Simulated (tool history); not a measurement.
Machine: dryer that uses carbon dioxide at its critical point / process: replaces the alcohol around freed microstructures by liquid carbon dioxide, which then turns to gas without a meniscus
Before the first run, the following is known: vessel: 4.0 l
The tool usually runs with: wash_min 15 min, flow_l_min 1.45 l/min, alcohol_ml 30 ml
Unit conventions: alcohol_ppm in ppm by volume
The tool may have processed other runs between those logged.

| run | day | wash_min | flow_l_min | alcohol_ml | alcohol_ppm |
|---|---|---|---|---|---|
| 1 | 0 | 15 | 1.45 | 30 | 72 |
| 2 | 0.912 | 15 | 1.45 | 30 | 66 |
| 3 | 1.496 | 15 | 1.45 | 30 | 64 |
| 4 | 2.871 | 15 | 1.45 | 30 | 75 |
| 5 | 3.825 | 15 | 0.92 | 30 | 317 |
| 6 | 5.171 | 15 | 0.92 | 30 | 334 |
| 7 | 6.388 | 19 | 0.92 | 30 | 163 |
| 8 | 7.608 | 15 | 1.45 | 30 | 85 |
| 9 | 8.262 | 15 | 1.45 | 30 | 80 |
| 10 | 9.162 | 15 | 1.45 | 30 | 94 |
| 11 | 10.071 | 15 | 1.45 | 30 | 92 |
| 12 | 11.138 | 11 | 1.45 | 30 | 241 |
| 13 | 12.338 | 15 | 1.05 | 30 | 243 |
| 14 | 13.312 | 15 | 1.45 | 30 | 95 |
| 15 | 14.208 | 15 | 1.45 | 30 | 98 |
| 16 | 15.233 | 15 | 1.45 | 30 | 105 |
| 17 | 16.604 | 15 | 1.45 | 30 | 108 |
| 18 | 17.608 | 15 | 1.45 | 30 | 102 |
| 19 | 18.192 | 10 | 1.02 | 30 | 768 |

Expected results for the next run?
| 20 | 18.833 | 10 | 1.83 | 69 | ? |

alcohol_ppm: 329 ppm by volume
Minus the tool's unlogged condition, the same run would have read alcohol_ppm 212 ppm by volume.
